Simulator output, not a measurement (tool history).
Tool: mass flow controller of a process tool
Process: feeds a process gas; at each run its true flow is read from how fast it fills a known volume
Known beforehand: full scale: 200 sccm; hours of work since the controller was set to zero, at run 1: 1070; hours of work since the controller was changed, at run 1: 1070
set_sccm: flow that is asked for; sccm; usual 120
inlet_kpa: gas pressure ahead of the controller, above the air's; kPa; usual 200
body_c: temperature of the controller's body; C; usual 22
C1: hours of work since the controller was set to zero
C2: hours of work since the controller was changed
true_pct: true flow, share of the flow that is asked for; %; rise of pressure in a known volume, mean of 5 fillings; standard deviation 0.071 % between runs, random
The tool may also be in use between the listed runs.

{"run": 1, "day": 0.0, "set_sccm": 120, "inlet_kpa": 200, "body_c": 22, "C1": 1070, "C2": 1070, "true_pct": 99.95}
{"run": 2, "day": 2.025, "set_sccm": 120, "inlet_kpa": 200, "body_c": 22, "C1": 1098, "C2": 1098, "true_pct": 100.09}
{"run": 3, "day": 5.142, "set_sccm": 120, "inlet_kpa": 200, "body_c": 22, "C1": 1141, "C2": 1141, "true_pct": 100.29}
{"run": 4, "day": 6.8, "set_sccm": 120, "inlet_kpa": 200, "body_c": 22, "C1": 1164, "C2": 1164, "true_pct": 100.16}
{"run": 5, "day": 9.646, "set_sccm": 120, "inlet_kpa": 200, "body_c": 22, "C1": 1203, "C2": 1203, "true_pct": 100.4}
{"run": 6, "day": 12.417, "set_sccm": 120, "inlet_kpa": 200, "body_c": 25, "C1": 1242, "C2": 1242, "true_pct": 100.23}
{"run": 7, "day": 14.438, "set_sccm": 120, "inlet_kpa": 200, "body_c": 25, "C1": 1269, "C2": 1269, "true_pct": 100.32}
{"run": 8, "day": 16.229, "set_sccm": 120, "inlet_kpa": 200, "body_c": 25, "C1": 1294, "C2": 1294, "true_pct": 100.43}
{"run": 9, "day": 19.104, "set_sccm": 120, "inlet_kpa": 200, "body_c": 22, "C1": 1334, "C2": 1334, "true_pct": 100.68}
{"run": 10, "day": 22.242, "set_sccm": 120, "inlet_kpa": 200, "body_c": 21, "C1": 1377, "C2": 1377, "true_pct": 100.84}
{"run": 11, "day": 23.708, "set_sccm": 120, "inlet_kpa": 200, "body_c": 21, "C1": 1397, "C2": 1397, "true_pct": 100.94}
{"run": 12, "day": 25.833, "set_sccm": 120, "inlet_kpa": 200, "body_c": 21, "C1": 1427, "C2": 1427, "true_pct": 100.89}
{"run": 13, "day": 27.842, "set_sccm": 120, "inlet_kpa": 181, "body_c": 22, "C1": 1455, "C2": 1455, "true_pct": 101.02}
{"day": 28.833, "done": "gauge calibrated"}
{"run": 14, "day": 29.25, "set_sccm": 120, "inlet_kpa": 200, "body_c": 22, "C1": 1474, "C2": 1474, "true_pct": 99.9}
{"run": 15, "day": 31.017, "set_sccm": 120, "inlet_kpa": 177, "body_c": 22, "C1": 1498, "C2": 1498, "true_pct": 100.18}
{"run": 16, "day": 32.712, "set_sccm": 31, "inlet_kpa": 200, "body_c": 22, "C1": 1522, "C2": 1522, "true_pct": 99.96}
{"run": 17, "day": 35.021, "set_sccm": 31, "inlet_kpa": 200, "body_c": 22, "C1": 1554, "C2": 1554, "true_pct": 99.86}
{"run": 18, "day": 36.646, "set_sccm": 31, "inlet_kpa": 200, "body_c": 22, "C1": 1576, "C2": 1576, "true_pct": 100.12}
{"run": 19, "day": 38.442, "set_sccm": 31, "inlet_kpa": 200, "body_c": 22, "C1": 1601, "C2": 1601, "true_pct": 100.28}
{"run": 20, "day": 40.829, "set_sccm": 31, "inlet_kpa": 215, "body_c": 22, "C1": 1634, "C2": 1634, "true_pct": 100.0}
{"run": 21, "day": 43.904, "set_sccm": 120, "inlet_kpa": 200, "body_c": 22, "C1": 1676, "C2": 1676, "true_pct": 100.38}
{"run": 22, "day": 46.917, "set_sccm": 120, "inlet_kpa": 200, "body_c": 22, "C1": 1718, "C2": 1718, "true_pct": 100.66}
{"run": 23, "day": 48.662, "set_sccm": 117, "inlet_kpa": 233, "body_c": 21, "C1": 1742, "C2": 1742, "true_pct": 100.55}
{"run": 24, "day": 51.767, "set_sccm": 32, "inlet_kpa": 225, "body_c": 22, "C1": 1785, "C2": 1785, "true_pct": 100.59}
{"run": 25, "day": 53.508, "set_sccm": 114, "inlet_kpa": 146, "body_c": 22, "C1": 1809, "C2": 1809, "true_pct": 101.06}
{"run": 26, "day": 55.3, "set_sccm": 120, "inlet_kpa": 145, "body_c": 28, "C1": 1833, "C2": 1833, "true_pct": 100.74}
{"run": 27, "day": 56.821, "set_sccm": 120, "inlet_kpa": 145, "body_c": 28, "C1": 1854, "C2": 1854, "true_pct": 100.76}
{"run": 28, "day": 58.221, "set_sccm": 64, "inlet_kpa": 149, "body_c": 29, "C1": 1874, "C2": 1874, "true_pct": 100.46}
{"run": 29, "day": 61.262, "set_sccm": 103, "inlet_kpa": 200, "body_c": 34, "C1": 1916, "C2": 1916, "true_pct": 100.23}
{"run": 30, "day": 63.45, "set_sccm": 48, "inlet_kpa": 272, "body_c": 34, "C1": 1946, "C2": 1946, "true_pct": 99.75}
{"run": 31, "day": 66.117, "set_sccm": 62, "inlet_kpa": 279, "body_c": 38, "C1": 1983, "C2": 1983, "true_pct": 99.54}
{"run": 32, "day": 67.825, "set_sccm": 120, "inlet_kpa": 141, "body_c": 22, "C1": 2006, "C2": 2006, "true_pct": 101.47}
{"day": 68.4, "done": "gauge calibrated"}
{"run": 33, "day": 69.821, "set_sccm": 120, "inlet_kpa": 141, "body_c": 22, "C1": 2034, "C2": 2034, "true_pct": 100.24}
{"run": 34, "day": 71.208, "set_sccm": 67, "inlet_kpa": 200, "body_c": 22, "C1": 2053, "C2": 2053, "true_pct": 99.94}
{"run": 35, "day": 73.779, "set_sccm": 93, "inlet_kpa": 200, "body_c": 22, "C1": 2089, "C2": 2089, "true_pct": 100.21}
{"run": 36, "day": 76.521, "set_sccm": 62, "inlet_kpa": 232, "body_c": 24, "C1": 2126, "C2": 2126, "true_pct": 99.89}
{"run": 37, "day": 79.617, "set_sccm": 100, "inlet_kpa": 200, "body_c": 22, "C1": 2169, "C2": 2169, "true_pct": 100.35}
{"run": 38, "day": 81.808, "set_sccm": 62, "inlet_kpa": 200, "body_c": 37, "C1": 2199, "C2": 2199, "true_pct": 99.24}
{"run": 39, "day": 83.929, "set_sccm": 120, "inlet_kpa": 200, "body_c": 34, "C1": 2229, "C2": 2229, "true_pct": 99.75}
{"run": 40, "day": 85.729, "set_sccm": 120, "inlet_kpa": 200, "body_c": 34, "C1": 2253, "C2": 2253, "true_pct": 99.68}
{"run": 41, "day": 88.675, "set_sccm": 97, "inlet_kpa": 157, "body_c": 22, "C1": 2294, "C2": 2294, "true_pct": 100.79}
{"run": 42, "day": 91.717, "set_sccm": 97, "inlet_kpa": 157, "body_c": 22, "C1": 2336, "C2": 2336, "true_pct": 100.93}
{"run": 43, "day": 93.854, "set_sccm": 28, "inlet_kpa": 157, "body_c": 33, "C1": 2366, "C2": 2366, "true_pct": 99.95}

What differs in the tool's unlogged condition from the final listed run ahead of each entry between runs to the first listed run following it?
From run 13 to run 14: gauge calibrated (day 28.833)
  drift of the gauge itself on true_pct, %: 0.92 -> 0.01
  measured result minus the result with no hidden state, true_pct: +0.92 -> +0.01 %
From run 32 to run 33: gauge calibrated (day 68.400)
  drift of the gauge itself on true_pct, %: 1.28 -> 0.05
  measured result minus the result with no hidden state, true_pct: +1.29 -> +0.05 %

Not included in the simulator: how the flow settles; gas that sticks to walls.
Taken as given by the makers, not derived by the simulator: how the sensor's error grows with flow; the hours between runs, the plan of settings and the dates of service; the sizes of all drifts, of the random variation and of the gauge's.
